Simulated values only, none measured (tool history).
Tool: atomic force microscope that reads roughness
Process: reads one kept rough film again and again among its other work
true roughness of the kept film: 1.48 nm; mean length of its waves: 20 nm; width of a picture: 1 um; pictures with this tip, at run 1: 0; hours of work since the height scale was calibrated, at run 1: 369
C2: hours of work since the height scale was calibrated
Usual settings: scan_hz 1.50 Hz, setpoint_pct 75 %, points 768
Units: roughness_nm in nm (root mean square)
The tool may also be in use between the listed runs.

{"run": 1, "hour": 0.0, "scan_hz": 1.5, "setpoint_pct": 75, "points": 768, "pictures with this tip": 0, "C2": 369, "roughness_nm": 1.291}
{"run": 2, "hour": 6.3, "scan_hz": 1.01, "setpoint_pct": 75, "points": 768, "pictures with this tip": 10, "C2": 374, "roughness_nm": 1.314}
{"run": 3, "hour": 14.3, "scan_hz": 1.01, "setpoint_pct": 75, "points": 768, "pictures with this tip": 23, "C2": 380, "roughness_nm": 1.292}
{"run": 4, "hour": 25.1, "scan_hz": 1.01, "setpoint_pct": 75, "points": 768, "pictures with this tip": 40, "C2": 388, "roughness_nm": 1.281}
{"run": 5, "hour": 32.2, "scan_hz": 1.5, "setpoint_pct": 75, "points": 768, "pictures with this tip": 52, "C2": 393, "roughness_nm": 1.246}
{"run": 6, "hour": 37.8, "scan_hz": 1.5, "setpoint_pct": 75, "points": 768, "pictures with this tip": 60, "C2": 397, "roughness_nm": 1.23}
{"run": 7, "hour": 49.4, "scan_hz": 1.5, "setpoint_pct": 75, "points": 768, "pictures with this tip": 79, "C2": 406, "roughness_nm": 1.216}
{"run": 8, "hour": 61.4, "scan_hz": 1.5, "setpoint_pct": 75, "points": 768, "pictures with this tip": 98, "C2": 415, "roughness_nm": 1.195}
{"run": 9, "hour": 67.9, "scan_hz": 1.5, "setpoint_pct": 75, "points": 768, "pictures with this tip": 109, "C2": 420, "roughness_nm": 1.191}
{"run": 10, "hour": 78.2, "scan_hz": 0.92, "setpoint_pct": 75, "points": 768, "pictures with this tip": 125, "C2": 428, "roughness_nm": 1.212}
{"run": 11, "hour": 87.1, "scan_hz": 1.5, "setpoint_pct": 75, "points": 768, "pictures with this tip": 139, "C2": 434, "roughness_nm": 1.175}
{"run": 12, "hour": 96.6, "scan_hz": 0.83, "setpoint_pct": 75, "points": 768, "pictures with this tip": 155, "C2": 442, "roughness_nm": 1.19}
{"run": 13, "hour": 105.1, "scan_hz": 0.83, "setpoint_pct": 75, "points": 768, "pictures with this tip": 168, "C2": 448, "roughness_nm": 1.182}
{"run": 14, "hour": 117.4, "scan_hz": 2.83, "setpoint_pct": 75, "points": 768, "pictures with this tip": 188, "C2": 457, "roughness_nm": 1.076}
{"run": 15, "hour": 124.3, "scan_hz": 2.83, "setpoint_pct": 75, "points": 768, "pictures with this tip": 199, "C2": 462, "roughness_nm": 1.078}
{"run": 16, "hour": 133.7, "scan_hz": 2.83, "setpoint_pct": 75, "points": 768, "pictures with this tip": 214, "C2": 469, "roughness_nm": 1.059}
{"run": 17, "hour": 140.4, "scan_hz": 2.83, "setpoint_pct": 75, "points": 768, "pictures with this tip": 225, "C2": 474, "roughness_nm": 1.047}
{"run": 18, "hour": 153.2, "scan_hz": 2.83, "setpoint_pct": 75, "points": 768, "pictures with this tip": 245, "C2": 484, "roughness_nm": 1.049}
{"run": 19, "hour": 161.4, "scan_hz": 1.5, "setpoint_pct": 81, "points": 768, "pictures with this tip": 259, "C2": 490, "roughness_nm": 1.066}
{"run": 20, "hour": 167.6, "scan_hz": 1.5, "setpoint_pct": 75, "points": 768, "pictures with this tip": 268, "C2": 495, "roughness_nm": 1.074}
{"hour": 175.7, "done": "new tip fitted"}
{"run": 21, "hour": 180.2, "scan_hz": 1.5, "setpoint_pct": 75, "points": 269, "pictures with this tip": 7, "C2": 504, "roughness_nm": 1.233}
{"run": 22, "hour": 192.4, "scan_hz": 1.5, "setpoint_pct": 75, "points": 269, "pictures with this tip": 26, "C2": 513, "roughness_nm": 1.224}
{"run": 23, "hour": 202.7, "scan_hz": 1.5, "setpoint_pct": 75, "points": 269, "pictures with this tip": 43, "C2": 521, "roughness_nm": 1.202}
{"run": 24, "hour": 209.0, "scan_hz": 1.5, "setpoint_pct": 75, "points": 692, "pictures with this tip": 53, "C2": 526, "roughness_nm": 1.242}
{"run": 25, "hour": 220.1, "scan_hz": 1.5, "setpoint_pct": 75, "points": 460, "pictures with this tip": 71, "C2": 534, "roughness_nm": 1.217}
{"run": 26, "hour": 229.7, "scan_hz": 1.5, "setpoint_pct": 75, "points": 768, "pictures with this tip": 86, "C2": 541, "roughness_nm": 1.202}
{"run": 27, "hour": 240.6, "scan_hz": 0.51, "setpoint_pct": 65, "points": 768, "pictures with this tip": 104, "C2": 549, "roughness_nm": 1.261}
{"run": 28, "hour": 250.3, "scan_hz": 3.22, "setpoint_pct": 77, "points": 315, "pictures with this tip": 119, "C2": 557, "roughness_nm": 1.07}
{"run": 29, "hour": 256.9, "scan_hz": 2.11, "setpoint_pct": 75, "points": 768, "pictures with this tip": 130, "C2": 562, "roughness_nm": 1.142}
{"run": 30, "hour": 265.8, "scan_hz": 3.87, "setpoint_pct": 58, "points": 397, "pictures with this tip": 144, "C2": 568, "roughness_nm": 1.162}
{"run": 31, "hour": 272.8, "scan_hz": 3.87, "setpoint_pct": 58, "points": 397, "pictures with this tip": 155, "C2": 574, "roughness_nm": 1.137}
{"run": 32, "hour": 285.4, "scan_hz": 3.87, "setpoint_pct": 58, "points": 397, "pictures with this tip": 175, "C2": 583, "roughness_nm": 1.121}
{"run": 33, "hour": 294.7, "scan_hz": 2.39, "setpoint_pct": 70, "points": 619, "pictures with this tip": 190, "C2": 590, "roughness_nm": 1.114}
{"run": 34, "hour": 304.4, "scan_hz": 0.93, "setpoint_pct": 75, "points": 401, "pictures with this tip": 206, "C2": 597, "roughness_nm": 1.13}
{"run": 35, "hour": 311.2, "scan_hz": 0.93, "setpoint_pct": 75, "points": 401, "pictures with this tip": 217, "C2": 603, "roughness_nm": 1.126}
{"run": 36, "hour": 319.7, "scan_hz": 3.64, "setpoint_pct": 66, "points": 401, "pictures with this tip": 230, "C2": 609, "roughness_nm": 1.058}
{"run": 37, "hour": 327.6, "scan_hz": 3.64, "setpoint_pct": 66, "points": 401, "pictures with this tip": 243, "C2": 615, "roughness_nm": 1.057}
{"run": 38, "hour": 337.9, "scan_hz": 1.89, "setpoint_pct": 75, "points": 353, "pictures with this tip": 260, "C2": 623, "roughness_nm": 1.058}
{"run": 39, "hour": 347.3, "scan_hz": 1.01, "setpoint_pct": 72, "points": 328, "pictures with this tip": 275, "C2": 630, "roughness_nm": 1.072}
{"hour": 351.1, "done": "new tip fitted"}
{"run": 40, "hour": 353.5, "scan_hz": 0.89, "setpoint_pct": 69, "points": 719, "pictures with this tip": 4, "C2": 634, "roughness_nm": 1.318}
{"run": 41, "hour": 360.6, "scan_hz": 0.89, "setpoint_pct": 69, "points": 719, "pictures with this tip": 15, "C2": 639, "roughness_nm": 1.296}
{"run": 42, "hour": 367.5, "scan_hz": 0.89, "setpoint_pct": 69, "points": 719, "pictures with this tip": 26, "C2": 645, "roughness_nm": 1.302}
{"run": 43, "hour": 374.2, "scan_hz": 1.42, "setpoint_pct": 79, "points": 667, "pictures with this tip": 37, "C2": 650, "roughness_nm": 1.228}
{"run": 44, "hour": 382.5, "scan_hz": 1.5, "setpoint_pct": 56, "points": 768, "pictures with this tip": 50, "C2": 656, "roughness_nm": 1.277}
{"run": 45, "hour": 393.6, "scan_hz": 3.5, "setpoint_pct": 78, "points": 717, "pictures with this tip": 68, "C2": 664, "roughness_nm": 1.125}
{"run": 46, "hour": 402.8, "scan_hz": 3.5, "setpoint_pct": 62, "points": 405, "pictures with this tip": 83, "C2": 671, "roughness_nm": 1.187}
{"run": 47, "hour": 409.2, "scan_hz": 1.5, "setpoint_pct": 75, "points": 280, "pictures with this tip": 93, "C2": 676, "roughness_nm": 1.179}
{"run": 48, "hour": 421.3, "scan_hz": 1.5, "setpoint_pct": 75, "points": 280, "pictures with this tip": 112, "C2": 685, "roughness_nm": 1.157}
{"run": 49, "hour": 431.3, "scan_hz": 1.5, "setpoint_pct": 57, "points": 686, "pictures with this tip": 128, "C2": 693, "roughness_nm": 1.206}
{"run": 50, "hour": 444.4, "scan_hz": 3.68, "setpoint_pct": 60, "points": 1002, "pictures with this tip": 149, "C2": 702, "roughness_nm": 1.164}
{"run": 51, "hour": 452.1, "scan_hz": 0.6, "setpoint_pct": 61, "points": 429, "pictures with this tip": 162, "C2": 708, "roughness_nm": 1.198}
{"run": 52, "hour": 463.7, "scan_hz": 2.94, "setpoint_pct": 85, "points": 429, "pictures with this tip": 180, "C2": 717, "roughness_nm": 1.003}

Hidden state or all else? Some run-to-run changes of roughness_nm, split into what the settings, what came in and random variation would give without the hidden state, and what is left for the hidden state (with any gauge scatter that isn't in both results):
The hidden state here: radius of the tip, nm; height scale over the true one, %; drift of the gauge itself on roughness_nm, %.
Run 20 -> 21: points 768 -> 269, new tip fitted. roughness_nm +0.159 nm (root mean square): hidden state +0.197, all else -0.038.
Run 26 -> 27: scan_hz 1.50 -> 0.51, setpoint_pct 75 -> 65. roughness_nm +0.059 nm (root mean square): hidden state -0.023, all else +0.082.
Run 27 -> 28: scan_hz 0.51 -> 3.22, setpoint_pct 65 -> 77, points 768 -> 315. roughness_nm -0.191 nm (root mean square): hidden state +0.005, all else -0.196.
Run 39 -> 40: scan_hz 1.01 -> 0.89, setpoint_pct 72 -> 69, points 328 -> 719, new tip fitted. roughness_nm +0.246 nm (root mean square): hidden state +0.208, all else +0.038.
Run 51 -> 52: scan_hz 0.60 -> 2.94, setpoint_pct 61 -> 85. roughness_nm -0.195 nm (root mean square): hidden state +0.011, all else -0.206.
